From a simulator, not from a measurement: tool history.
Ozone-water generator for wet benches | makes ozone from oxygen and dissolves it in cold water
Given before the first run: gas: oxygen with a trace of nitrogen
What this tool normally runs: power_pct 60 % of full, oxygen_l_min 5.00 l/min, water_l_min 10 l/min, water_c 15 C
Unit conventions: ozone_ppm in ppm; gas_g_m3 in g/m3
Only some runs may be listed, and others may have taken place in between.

Run 1, hour 0.0: usual settings. Result: ozone_ppm 31.9 ppm, gas_g_m3 216.4 g/m3.
Run 2, hour 64.3: usual settings. Result: ozone_ppm 31.6 ppm, gas_g_m3 217.5 g/m3.
Run 3, hour 121.5: usual settings. Result: ozone_ppm 31.7 ppm, gas_g_m3 216.1 g/m3.
Run 4, hour 170.5: usual settings. Result: ozone_ppm 31.9 ppm, gas_g_m3 216.2 g/m3.
Run 5, hour 220.8: usual settings. Result: ozone_ppm 31.6 ppm, gas_g_m3 215.6 g/m3.
Run 6, hour 285.9: usual settings. Result: ozone_ppm 31.5 ppm, gas_g_m3 214.9 g/m3.
At hour 290.8: water thermometer calibrated.
Run 7, hour 324.1: usual settings but power_pct 63 % of full, oxygen_l_min 6.38 l/min. Result: ozone_ppm 32.7 ppm, gas_g_m3 203.8 g/m3.
Run 8, hour 375.3: usual settings but power_pct 63 % of full, oxygen_l_min 6.38 l/min. Result: ozone_ppm 32.7 ppm, gas_g_m3 204.7 g/m3.
At hour 419.1: water thermometer calibrated, once more.
Run 9, hour 419.1: usual settings but power_pct 74 % of full, water_c 13 C. Result: ozone_ppm 38.1 ppm, gas_g_m3 251.4 g/m3.
Run 10, hour 472.8: usual settings but water_l_min 13 l/min. Result: ozone_ppm 26.8 ppm, gas_g_m3 216.8 g/m3.
Run 11, hour 535.6: usual settings but water_l_min 13 l/min. Result: ozone_ppm 26.6 ppm, gas_g_m3 214.1 g/m3.

3 ways to go on from here, each from the tool as it stands after run 11. What would each give?
Run A, hour 573.5: usual settings but water_l_min 13 l/min, water_c 9 C. Result: ozone_ppm ?, gas_g_m3 ?.
Run B, hour 573.5: usual settings but water_c 9 C. Result: ozone_ppm ?, gas_g_m3 ?.
Run C, hour 573.5: usual settings but power_pct 61 % of full, water_c 16 C. Result: ozone_ppm ?, gas_g_m3 ?.

run  ozone_ppm  gas_g_m3
  A       29.3     213.3
  B       35.2     212.3
  C       30.9     217.6
Without the tool's unlogged condition, the same runs would have read:
run  ozone_ppm  gas_g_m3
  A       30.5     217.4
  B       36.6     216.4
  C       32.2     221.8
